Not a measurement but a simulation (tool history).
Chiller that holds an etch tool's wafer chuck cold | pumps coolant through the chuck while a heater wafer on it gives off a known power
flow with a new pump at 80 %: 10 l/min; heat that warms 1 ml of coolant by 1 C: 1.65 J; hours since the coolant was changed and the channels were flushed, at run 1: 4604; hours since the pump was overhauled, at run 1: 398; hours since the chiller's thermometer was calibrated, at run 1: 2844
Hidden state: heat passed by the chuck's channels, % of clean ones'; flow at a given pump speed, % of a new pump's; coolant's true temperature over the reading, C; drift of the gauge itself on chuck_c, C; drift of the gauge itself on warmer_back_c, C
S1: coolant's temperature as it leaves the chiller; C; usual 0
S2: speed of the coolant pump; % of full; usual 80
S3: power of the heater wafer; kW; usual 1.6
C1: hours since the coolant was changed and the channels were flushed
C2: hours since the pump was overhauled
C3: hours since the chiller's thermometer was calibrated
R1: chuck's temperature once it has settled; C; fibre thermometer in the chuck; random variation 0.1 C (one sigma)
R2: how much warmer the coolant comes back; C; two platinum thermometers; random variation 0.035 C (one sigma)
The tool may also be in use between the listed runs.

run,hour,S1,S2,S3,C1,C2,C3,R1,R2
1,0,0,80,1.6,4604,398,2844,16.5,5.89
2,32.1,0,87,1.6,4636,430,2876,15.5,5.28
3,58.8,0,78,1.6,4663,457,2902,16.9,6.01
4,89.6,0,78,1.6,4693,488,2933,17,6.09
5,125.9,0,60,1.6,4730,524,2970,20.3,8.1
6,152,0,60,1.6,4756,550,2996,20.4,8.08
7,193.8,0,60,1.6,4798,592,3038,20.4,8.12
8,241,0,80,1.6,4845,639,3085,16.6,5.82
9,275.5,0,80,1.6,4879,674,3119,17,5.88
10,299.6,0,80,1.6,4903,698,3143,16.7,5.84

Run 11 comes next. What will it give?
11,341.3,-5,80,1.622,4945,740,3185,?,?

{"run 11": {"R1": 11.9, "R2": 6}}
Without the tool's hidden state the same run would have given R1 9.8 C, R2 5.93 C.
